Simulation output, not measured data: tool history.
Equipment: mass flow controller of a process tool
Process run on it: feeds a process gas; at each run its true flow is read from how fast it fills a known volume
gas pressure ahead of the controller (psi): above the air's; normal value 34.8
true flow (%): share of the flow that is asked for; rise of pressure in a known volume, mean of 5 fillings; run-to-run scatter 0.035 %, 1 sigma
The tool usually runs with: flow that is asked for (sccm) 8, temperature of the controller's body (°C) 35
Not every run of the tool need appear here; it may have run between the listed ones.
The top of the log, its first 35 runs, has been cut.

run      day  flow that is asked for (sccm)  gas pressure ahead of the controller (psi)  temperature of the controller's body (°C)  hours of work since the controller was set to zero  hours of work since the controller was changed  true flow (%)
 36   81.383                              4                                        29.0                                         27                                                4013                                            4013          98.42
 37   82.825                              4                                        28.3                                         26                                                4040                                            4040          98.32
 38   85.529                              4                                        21.2                                         29                                                4091                                            4091          98.71
 39   87.304                              3                                        21.2                                         29                                                4125                                            4125          98.20
 40   90.558                              6                                        26.1                                         22                                                4187                                            4187          98.43
 41   92.142                              9                                        26.1                                         23                                                4217                                            4217          99.03
 42   94.333                             13                                        24.5                                         24                                                4259                                            4259          99.62
 43   96.008                              8                                        32.3                                         35                                                4291                                            4291         100.11
 44   98.467                             10                                        34.8                                         22                                                4338                                            4338          98.95
 45   99.958                              9                                        22.8                                         39                                                4366                                            4366         100.80
 46  102.892                              9                                        22.8                                         39                                                4422                                            4422         100.87
 47  106.146                              9                                        28.7                                         36                                                4484                                            4484         100.40
 48  108.296                              7                                        28.7                                         36                                                4525                                            4525         100.09

4 options for the next run, each taken on its own from the tool as it stands now. Forecast them:
  A  111.133                             10                                        22.5                                         35                                                4579                                            4579              ?
  B  111.133                              6                                        34.8                                         35                                                4579                                            4579              ?
  C  111.133                              2                                        28.7                                         33                                                4579                                            4579              ?
  D  111.133                             19                                        32.6                                         23                                                4579                                            4579              ?

run  true flow (%)
  A         100.61
  B          99.66
  C          97.16
  D          99.83
What these runs would have given with no unlogged condition in the tool:
run  true flow (%)
  A         100.77
  B         100.27
  C          99.99
  D          99.67

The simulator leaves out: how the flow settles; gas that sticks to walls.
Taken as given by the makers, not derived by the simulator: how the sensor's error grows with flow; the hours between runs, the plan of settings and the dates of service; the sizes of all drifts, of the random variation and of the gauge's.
